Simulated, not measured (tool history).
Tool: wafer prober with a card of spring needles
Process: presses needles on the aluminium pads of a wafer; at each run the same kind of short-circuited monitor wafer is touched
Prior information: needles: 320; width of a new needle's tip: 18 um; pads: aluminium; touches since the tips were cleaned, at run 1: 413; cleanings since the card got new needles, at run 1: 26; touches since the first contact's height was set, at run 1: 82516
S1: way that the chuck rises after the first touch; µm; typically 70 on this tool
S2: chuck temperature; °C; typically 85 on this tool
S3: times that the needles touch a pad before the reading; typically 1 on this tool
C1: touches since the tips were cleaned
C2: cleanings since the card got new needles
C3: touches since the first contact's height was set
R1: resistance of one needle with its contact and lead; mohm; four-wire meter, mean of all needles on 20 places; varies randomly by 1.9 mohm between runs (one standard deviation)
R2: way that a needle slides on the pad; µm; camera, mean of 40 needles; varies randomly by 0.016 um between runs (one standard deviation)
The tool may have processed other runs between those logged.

{"run": 1, "hour": 0.0, "S1": 70, "S2": 85, "S3": 1, "C1": 413, "C2": 26, "C3": 82516, "R1": 233, "R2": 10.85}
{"run": 2, "hour": 16.3, "S1": 70, "S2": 61, "S3": 1, "C1": 5816, "C2": 26, "C3": 87919, "R1": 292, "R2": 10.87}
{"hour": 19.3, "done": "tips cleaned on abrasive film"}
{"hour": 41.9, "done": "tips cleaned on abrasive film"}
{"run": 3, "hour": 42.6, "S1": 70, "S2": 85, "S3": 1, "C1": 258, "C2": 28, "C3": 96587, "R1": 225, "R2": 10.81}
{"hour": 63.2, "done": "tips cleaned on abrasive film"}
{"run": 4, "hour": 63.2, "S1": 51, "S2": 85, "S3": 1, "C1": 0, "C2": 29, "C3": 103363, "R1": 220, "R2": 7.87}
{"run": 5, "hour": 75.8, "S1": 70, "S2": 125, "S3": 1, "C1": 4187, "C2": 29, "C3": 107550, "R1": 291, "R2": 10.83}
{"hour": 85.9, "done": "tips cleaned on abrasive film"}
{"run": 6, "hour": 92.7, "S1": 70, "S2": 125, "S3": 1, "C1": 2262, "C2": 30, "C3": 113118, "R1": 277, "R2": 10.82}
{"hour": 106.6, "done": "tips cleaned on abrasive film"}
{"run": 7, "hour": 116.3, "S1": 62, "S2": 85, "S3": 1, "C1": 3190, "C2": 31, "C3": 120906, "R1": 300, "R2": 9.58}
{"hour": 128.1, "done": "tips cleaned on abrasive film"}
{"hour": 132.5, "done": "height of the first contact set anew"}
{"run": 8, "hour": 137.4, "S1": 86, "S2": 52, "S3": 2, "C1": 2960, "C2": 32, "C3": 1621, "R1": 229, "R2": 13.48}
{"hour": 149.6, "done": "tips cleaned on abrasive film"}
{"run": 9, "hour": 159.8, "S1": 62, "S2": 85, "S3": 1, "C1": 3392, "C2": 33, "C3": 9026, "R1": 300, "R2": 9.68}
{"hour": 170.5, "done": "tips cleaned on abrasive film"}
{"run": 10, "hour": 184.9, "S1": 67, "S2": 56, "S3": 3, "C1": 4752, "C2": 34, "C3": 17312, "R1": 234, "R2": 10.45}
{"hour": 191.7, "done": "tips cleaned on abrasive film"}
{"run": 11, "hour": 210.3, "S1": 67, "S2": 56, "S3": 3, "C1": 6186, "C2": 35, "C3": 25714, "R1": 234, "R2": 10.45}
{"hour": 213.1, "done": "tips cleaned on abrasive film"}
{"run": 12, "hour": 224.9, "S1": 67, "S2": 56, "S3": 3, "C1": 3924, "C2": 36, "C3": 30532, "R1": 230, "R2": 10.44}
{"hour": 235.0, "done": "tips cleaned on abrasive film"}
{"run": 13, "hour": 237.7, "S1": 67, "S2": 109, "S3": 3, "C1": 885, "C2": 37, "C3": 34736, "R1": 227, "R2": 10.43}
{"hour": 256.0, "done": "tips cleaned on abrasive film"}
{"run": 14, "hour": 260.2, "S1": 67, "S2": 109, "S3": 3, "C1": 1405, "C2": 38, "C3": 42162, "R1": 237, "R2": 10.42}

5 options for the next run, each taken on its own from the tool as it stands now. Forecast them:
{"run": "A", "hour": 274.2, "S1": 71, "S2": 81, "S3": 2, "C1": 6056, "C2": 38, "C3": 46813, "R1": "?", "R2": "?"}
{"run": "B", "hour": 274.2, "S1": 88, "S2": 30, "S3": 1, "C1": 6056, "C2": 38, "C3": 46813, "R1": "?", "R2": "?"}
{"run": "C", "hour": 274.2, "S1": 75, "S2": 109, "S3": 3, "C1": 6056, "C2": 38, "C3": 46813, "R1": "?", "R2": "?"}
{"run": "D", "hour": 274.2, "S1": 88, "S2": 88, "S3": 1, "C1": 6056, "C2": 38, "C3": 46813, "R1": "?", "R2": "?"}
{"run": "E", "hour": 274.2, "S1": 50, "S2": 82, "S3": 1, "C1": 6056, "C2": 38, "C3": 46813, "R1": "?", "R2": "?"}

run=A R1=255 R2=11.02
run=B R1=252 R2=13.74
run=C R1=233 R2=11.67
run=D R1=258 R2=13.70
run=E R1=361 R2=7.77
With the hidden condition removed and each run's random variation left untouched, the same runs would have given:
run=A R1=205 R2=11.05
run=B R1=191 R2=13.77
run=C R1=207 R2=11.71
run=D R1=202 R2=13.74
run=E R1=209 R2=7.81
